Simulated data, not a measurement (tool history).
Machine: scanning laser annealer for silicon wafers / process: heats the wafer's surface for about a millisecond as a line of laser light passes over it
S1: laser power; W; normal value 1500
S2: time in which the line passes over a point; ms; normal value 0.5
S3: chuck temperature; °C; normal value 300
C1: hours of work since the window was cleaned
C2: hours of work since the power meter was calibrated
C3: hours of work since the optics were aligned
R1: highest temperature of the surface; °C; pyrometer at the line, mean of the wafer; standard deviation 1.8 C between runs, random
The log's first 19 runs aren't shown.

{"run": 20, "hour": 394.3, "S1": 1400, "S2": 0.5, "S3": 273, "C1": 153, "C2": 845, "C3": 104, "R1": 971}
{"run": 21, "hour": 418.5, "S1": 1282, "S2": 0.5, "S3": 273, "C1": 169, "C2": 861, "C3": 120, "R1": 913}
{"run": 22, "hour": 438.7, "S1": 1282, "S2": 0.372, "S3": 270, "C1": 183, "C2": 875, "C3": 133, "R1": 811}
{"run": 23, "hour": 466.7, "S1": 1282, "S2": 0.372, "S3": 270, "C1": 201, "C2": 893, "C3": 151, "R1": 808}
{"run": 24, "hour": 487.8, "S1": 1432, "S2": 0.368, "S3": 267, "C1": 215, "C2": 907, "C3": 165, "R1": 856}
{"run": 25, "hour": 513.0, "S1": 1432, "S2": 0.365, "S3": 274, "C1": 231, "C2": 923, "C3": 182, "R1": 861}
{"run": 26, "hour": 531.6, "S1": 1500, "S2": 0.361, "S3": 300, "C1": 244, "C2": 936, "C3": 194, "R1": 909}
{"run": 27, "hour": 547.9, "S1": 1500, "S2": 0.361, "S3": 300, "C1": 254, "C2": 946, "C3": 205, "R1": 908}
{"run": 28, "hour": 570.9, "S1": 1378, "S2": 0.361, "S3": 279, "C1": 269, "C2": 961, "C3": 220, "R1": 841}
{"run": 29, "hour": 589.7, "S1": 1420, "S2": 0.391, "S3": 291, "C1": 282, "C2": 974, "C3": 232, "R1": 891}
{"run": 30, "hour": 604.8, "S1": 1293, "S2": 0.406, "S3": 331, "C1": 292, "C2": 984, "C3": 242, "R1": 892}
{"run": 31, "hour": 617.7, "S1": 1322, "S2": 0.599, "S3": 300, "C1": 300, "C2": 992, "C3": 250, "R1": 1016}
{"run": 32, "hour": 635.4, "S1": 1444, "S2": 0.355, "S3": 267, "C1": 312, "C2": 1004, "C3": 262, "R1": 845}
{"run": 33, "hour": 648.9, "S1": 1468, "S2": 0.613, "S3": 269, "C1": 321, "C2": 1013, "C3": 271, "R1": 1067}
{"run": 34, "hour": 661.1, "S1": 1363, "S2": 0.397, "S3": 269, "C1": 329, "C2": 1021, "C3": 279, "R1": 848}
{"run": 35, "hour": 679.7, "S1": 1415, "S2": 0.562, "S3": 269, "C1": 341, "C2": 1033, "C3": 291, "R1": 1001}
{"run": 36, "hour": 694.1, "S1": 1335, "S2": 0.467, "S3": 269, "C1": 350, "C2": 1042, "C3": 301, "R1": 892}
{"run": 37, "hour": 719.9, "S1": 1335, "S2": 0.467, "S3": 269, "C1": 367, "C2": 1059, "C3": 318, "R1": 889}

Below are 4 alternative next runs, each starting from the tool's condition after run 37. Predict each:
{"run": "A", "hour": 733.5, "S1": 1627, "S2": 0.467, "S3": 269, "C1": 376, "C2": 1068, "C3": 327, "R1": "?"}
{"run": "B", "hour": 733.5, "S1": 1380, "S2": 0.461, "S3": 323, "C1": 376, "C2": 1068, "C3": 327, "R1": "?"}
{"run": "C", "hour": 733.5, "S1": 1500, "S2": 0.591, "S3": 279, "C1": 376, "C2": 1068, "C3": 327, "R1": "?"}
{"run": "D", "hour": 733.5, "S1": 1558, "S2": 0.494, "S3": 288, "C1": 376, "C2": 1068, "C3": 327, "R1": "?"}

run=A R1=1015
run=B R1=954
run=C R1=1071
run=D R1=1029
Without the tool's hidden state the same runs would have given:
run=A R1=1065
run=B R1=996
run=C R1=1123
run=D R1=1078

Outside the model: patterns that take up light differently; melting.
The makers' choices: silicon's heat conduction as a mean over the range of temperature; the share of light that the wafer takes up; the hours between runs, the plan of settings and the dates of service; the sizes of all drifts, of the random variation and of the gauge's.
